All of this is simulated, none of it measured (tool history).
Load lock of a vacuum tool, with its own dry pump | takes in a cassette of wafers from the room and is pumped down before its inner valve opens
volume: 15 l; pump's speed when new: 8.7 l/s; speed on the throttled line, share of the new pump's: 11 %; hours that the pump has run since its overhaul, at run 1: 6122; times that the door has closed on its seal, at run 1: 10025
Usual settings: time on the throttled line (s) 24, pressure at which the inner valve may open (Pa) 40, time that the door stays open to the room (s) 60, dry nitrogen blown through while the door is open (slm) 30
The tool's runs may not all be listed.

run    hour  time on the throttled line (s)  pressure at which the inner valve may open (Pa)  time that the door stays open to the room (s)  dry nitrogen blown through while the door is open (slm)  hours that the pump has run since its overhaul  times that the door has closed on its seal  incoming humidity of the room's air, %  time from the closed door until the inner valve may open (s)  rise of the pressure with all valves shut (Pa/min)
  1     0.0                              24                                               40                                             60                                                       30                                            6122                                       10025                                    45.5                                                          36.5                                               0.158
  2   279.7                              24                                               40                                             60                                                       30                                            6402                                       11336                                    46.9                                                          36.7                                               0.181
  3   482.0                              24                                               40                                             60                                                       30                                            6604                                       12285                                    45.0                                                          36.7                                               0.202
  4   792.6                              24                                               57                                             60                                                       30                                            6915                                       13741                                    44.5                                                          36.8                                               0.221
  5  1017.3                              24                                               57                                             60                                                       30                                            7140                                       14795                                    44.1                                                          35.6                                               0.246
  6  1302.2                              24                                               57                                             60                                                       30                                            7424                                       16131                                    44.4                                                          36.3                                               0.283
  7  1429.6                              24                                               57                                             60                                                       30                                            7552                                       16728                                    43.9                                                          37.0                                               0.298
  8  1708.2                              46                                               40                                             60                                                       30                                            7830                                       18034                                    43.2                                                          55.6                                               0.327
  9  1853.2                              24                                               49                                            192                                                        9                                            7975                                       18714                                    43.8                                                          37.6                                               0.408
 10  2039.0                              24                                               36                                             60                                                       30                                            8161                                       19585                                    48.2                                                          37.9                                               0.374
 11  2279.3                              24                                               56                                             66                                                       39                                            8402                                       20712                                    44.3                                                          37.5                                               0.392
 12  2481.7                              24                                               71                                             56                                                       13                                            8604                                       21661                                    50.0                                                          36.2                                               0.448
 13  2779.3                              24                                               71                                             56                                                       13                                            8902                                       23056                                    44.1                                                          36.5                                               0.479
     2825.3  -- door's seal changed, seat wiped
 14  3079.8                              24                                               71                                             61                                                       24                                            9201                                        1193                                    45.1                                                          37.2                                               0.041

The same runs without the tool's hidden state, with the same run-to-run variation:
The hidden state here: pump's speed, % of a new pump's; leak at the door's seal, Pa l/s; drift of the gauge itself on ready_s, %; drift of the gauge itself on rise_pa_min, %.
run  time from the closed door until the inner valve may open (s)  rise of the pressure with all valves shut (Pa/min)
  1                                                          34.4                                               0.034
  2                                                          34.5                                               0.033
  3                                                          34.5                                               0.034
  4                                                          34.6                                               0.027
  5                                                          33.3                                               0.029
  6                                                          33.9                                               0.032
  7                                                          34.5                                               0.034
  8                                                          53.5                                               0.030
  9                                                          34.9                                               0.094
 10                                                          35.0                                               0.036
 11                                                          34.8                                               0.027
 12                                                          33.5                                               0.046
 13                                                          33.7                                               0.044
 14                                                          34.2                                               0.037

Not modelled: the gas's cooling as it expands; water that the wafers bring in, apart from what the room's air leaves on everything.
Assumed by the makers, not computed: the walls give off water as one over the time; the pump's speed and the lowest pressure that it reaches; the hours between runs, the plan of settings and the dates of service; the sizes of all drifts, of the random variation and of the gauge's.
